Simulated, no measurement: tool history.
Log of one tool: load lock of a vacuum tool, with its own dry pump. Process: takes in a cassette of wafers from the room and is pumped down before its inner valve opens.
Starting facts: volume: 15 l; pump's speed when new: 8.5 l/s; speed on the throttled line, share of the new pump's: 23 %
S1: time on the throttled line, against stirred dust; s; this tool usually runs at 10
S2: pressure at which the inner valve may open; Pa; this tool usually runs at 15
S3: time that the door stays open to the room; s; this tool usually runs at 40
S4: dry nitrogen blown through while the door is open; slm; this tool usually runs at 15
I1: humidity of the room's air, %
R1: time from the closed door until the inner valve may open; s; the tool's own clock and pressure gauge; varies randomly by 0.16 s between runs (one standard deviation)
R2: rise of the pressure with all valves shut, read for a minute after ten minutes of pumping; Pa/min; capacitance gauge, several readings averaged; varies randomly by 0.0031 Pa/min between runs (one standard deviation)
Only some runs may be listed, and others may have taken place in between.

| run | hour | S1 | S2 | S3 | S4 | I1 | R1 | R2 |
|---|---|---|---|---|---|---|---|---|
| 1 | 0 | 10 | 15 | 40 | 15 | 45 | 23.5 | 0.148 |
| 2 | 142.5 | 10 | 15 | 72 | 15 | 47.6 | 23.7 | 0.188 |
| 3 | 235.2 | 5 | 15 | 72 | 15 | 43.6 | 20.1 | 0.177 |
| 4 | 382.8 | 5 | 15 | 72 | 15 | 43.9 | 20 | 0.182 |
| 5 | 529.1 | 10 | 15 | 40 | 15 | 43.6 | 23.7 | 0.161 |
| 6 | 634.8 | 10 | 15 | 40 | 15 | 44.5 | 23.7 | 0.171 |
| 7 | 709.7 | 10 | 15 | 40 | 15 | 46.4 | 23.8 | 0.174 |
| 8 | 811.5 | 10 | 15 | 40 | 15 | 47 | 23.8 | 0.173 |
| 9 | 943.1 | 10 | 16 | 40 | 15 | 48.5 | 23.7 | 0.175 |
| 10 | 1058.2 | 10 | 15 | 40 | 15 | 44.8 | 24 | 0.179 |
| 11 | 1163.4 | 10 | 15 | 40 | 15 | 43.2 | 24 | 0.177 |
| 12 | 1318.9 | 10 | 15 | 55 | 15 | 41.6 | 23.9 | 0.201 |
| 13 | 1409.4 | 10 | 15 | 55 | 15 | 48.2 | 23.9 | 0.212 |
| 14 | 1492.3 | 10 | 15 | 55 | 15 | 47.5 | 24.1 | 0.209 |
| 15 | 1619.6 | 10 | 15 | 55 | 15 | 44 | 23.8 | 0.217 |
| 16 | 1687.8 | 10 | 15 | 40 | 8 | 45.9 | 24.1 | 0.207 |
| 17 | 1809.7 | 10 | 15 | 40 | 15 | 43.4 | 24 | 0.202 |
| 18 | 1913 | 9 | 15 | 47 | 17 | 47.5 | 23.4 | 0.214 |
| 19 | 1987.6 | 6 | 15 | 47 | 17 | 46.4 | 21.1 | 0.213 |
| 20 | 2111.5 | 8 | 22 | 47 | 31 | 45.2 | 21.7 | 0.203 |
| 21 | 2185.4 | 10 | 15 | 100 | 15 | 42.3 | 24 | 0.262 |
| 22 | 2283 | 10 | 15 | 100 | 15 | 43.9 | 23.9 | 0.264 |
| 23 | 2359.5 | 10 | 15 | 100 | 15 | 44.2 | 24 | 0.263 |
| 24 | 2493.7 | 9 | 18 | 37 | 4 | 43.9 | 23.1 | 0.238 |
| 25 | 2601 | 9 | 15 | 213 | 15 | 44.4 | 23.1 | 0.343 |
| 26 | 2727 | 9 | 15 | 213 | 15 | 45.8 | 23.2 | 0.344 |
| 27 | 2887.9 | 9 | 15 | 213 | 15 | 42.9 | 23.2 | 0.347 |
| 28 | 3002.2 | 9 | 15 | 213 | 15 | 44.3 | 23.7 | 0.357 |
| 29 | 3149.7 | 6 | 19 | 31 | 15 | 48.6 | 20.9 | 0.241 |
| 30 | 3224.1 | 11 | 12 | 26 | 12 | 45.1 | 25.3 | 0.241 |
| 31 | 3310.6 | 11 | 12 | 26 | 33 | 46.8 | 25.5 | 0.222 |
| 32 | 3437.8 | 6 | 15 | 40 | 15 | 45.7 | 21.3 | 0.259 |
| 33 | 3584.6 | 17 | 15 | 67 | 14 | 42.5 | 29.7 | 0.292 |
| 34 | 3709.8 | 19 | 15 | 36 | 30 | 46.1 | 31 | 0.256 |

What if the next run were any one of these 5? Each begins from the tool's condition after run 34:
| A | 3832.2 | 19 | 13 | 36 | 40 | 49.5 | ? | ? |
| B | 3832.2 | 10 | 15 | 135 | 15 | 41.6 | ? | ? |
| C | 3832.2 | 11 | 26 | 144 | 15 | 44.1 | ? | ? |
| D | 3832.2 | 7 | 15 | 40 | 15 | 43.7 | ? | ? |
| E | 3832.2 | 19 | 18 | 36 | 7 | 46.3 | ? | ? |

| run | R1 | R2 |
|---|---|---|
| A | 31.3 | 0.254 |
| B | 24.5 | 0.338 |
| C | 24 | 0.34 |
| D | 22.2 | 0.274 |
| E | 31 | 0.289 |
Take away the tool's hidden state, keep each run's random variation, and the runs would have read:
| run | R1 | R2 |
|---|---|---|
| A | 30.3 | 0.049 |
| B | 23.3 | 0.132 |
| C | 22.9 | 0.138 |
| D | 21 | 0.065 |
| E | 30.1 | 0.083 |
